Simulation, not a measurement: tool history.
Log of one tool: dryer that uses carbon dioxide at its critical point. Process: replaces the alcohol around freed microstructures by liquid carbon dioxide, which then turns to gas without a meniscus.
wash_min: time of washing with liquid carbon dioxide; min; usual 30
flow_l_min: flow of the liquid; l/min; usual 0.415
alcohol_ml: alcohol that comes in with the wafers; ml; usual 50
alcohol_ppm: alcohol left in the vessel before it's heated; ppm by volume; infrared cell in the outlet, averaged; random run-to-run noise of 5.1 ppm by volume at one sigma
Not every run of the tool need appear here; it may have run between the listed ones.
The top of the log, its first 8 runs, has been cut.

run   hour  wash_min  flow_l_min  alcohol_ml  alcohol_ppm
  9  187.6        30       0.415          50          272
 10  204.7        30       0.415          50          273
 11  218.9        30       0.415          50          260
 12  245.9        38       0.415          50          202
 13  263.8        38       0.415          50          212
 14  289.9        38       0.415          50          205
 15  315.2        38       0.415          50          213
 16  332.9        30       0.415          50          305
 17  359.1        30       0.415          50          303
 18  388.7        21       0.557          34          310
 19  405.9        21       0.557          34          305
 20  418.6        28       0.415          50          387
 21  431.8        28       0.415          50          387
 22  459.5        29       0.592          50          217
     465.2  -- purifier's bed changed
 23  484.5        40       0.459          64           24
 24  502.1        48       0.415          50           16
 25  525.7        48       0.415          50           23
     544.2  -- inlet filter changed
 26  556.9        48       0.415          50           16
 27    572        48       0.415          50           22
 28  593.6        48       0.415          50           30
 29  607.3        25       0.345          50          496
 30  627.7        39       0.624          50           31
 31  653.5        40       0.562          38           26
 32  673.6        40       0.562          38           27
 33  688.3        25       0.573          38           62

Alternative continuations, all from the tool just after run 33; predict every row:
  A  702.7        24       0.415          50            ?
  B  702.7        30       0.273          36            ?
  C  702.7        37       0.277          72            ?

run  alcohol_ppm
  A          323
  B          527
  C          414
Take away the tool's hidden state, keep each run's random variation, and the runs would have read:
run  alcohol_ppm
  A          244
  B          428
  C          320
